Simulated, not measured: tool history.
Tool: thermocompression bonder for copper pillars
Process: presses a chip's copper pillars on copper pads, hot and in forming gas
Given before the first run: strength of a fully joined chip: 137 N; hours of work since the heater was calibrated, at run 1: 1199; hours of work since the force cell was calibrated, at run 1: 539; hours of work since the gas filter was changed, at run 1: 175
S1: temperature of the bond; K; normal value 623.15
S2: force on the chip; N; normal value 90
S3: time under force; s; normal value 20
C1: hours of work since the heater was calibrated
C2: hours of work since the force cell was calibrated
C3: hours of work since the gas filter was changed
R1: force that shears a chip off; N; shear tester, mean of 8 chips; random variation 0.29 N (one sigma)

run	day	S1	S2	S3	C1	C2	C3	R1
1	0	623.15	90	20	1199	539	175	45.1
2	0.888	623.15	90	20	1211	551	187	45
3	1.467	638.15	90	20	1219	559	195	49.6
4	2.742	638.15	90	20	1236	576	213	49.9
5	3.333	638.15	90	20	1244	584	221	49.2
# day 4.183: forming gas filter changed
6	4.183	623.15	98	20	1256	596	0	49
7	5.333	646.15	90	20	1271	611	16	54.4
8	6.675	646.15	90	20	1290	630	34	54.5
# day 7.262: heater calibrated with a thermocouple chip
9	7.575	623.15	90	20	4	641	45	48.9
10	8.833	623.15	90	20	21	658	62	48.9
11	9.533	641.15	129	27	31	668	72	75.3
12	10.188	652.15	72	55	40	677	81	73.4
13	11.238	638.15	90	39	54	691	95	68
14	12.358	627.15	96	52	70	706	111	72.4
15	13.279	623.15	110	20	82	719	123	54.6
16	14.138	653.15	78	10	94	731	135	40.1
17	14.758	653.15	78	10	102	739	143	40
18	15.442	631.15	90	14	112	748	153	43.5
19	16.317	623.15	82	44	124	760	165	59.9

Consider 5 possible next runs. They are alternatives, not a sequence: every one starts from the tool as it was left by run 19. What does each give?
A	17.375	620.15	129	30	138	775	179	?
B	17.375	604.15	102	28	138	775	179	?
C	17.375	623.15	128	16	138	775	179	?
D	17.375	610.15	90	20	138	775	179	?
E	17.375	623.15	78	20	138	775	179	?

run	R1
A	66.9
B	50.6
C	53.7
D	42.3
E	42.3
What these runs would have given with no unlogged condition in the tool:
run	R1
A	72.1
B	54.8
C	58.1
D	45.9
E	45.9
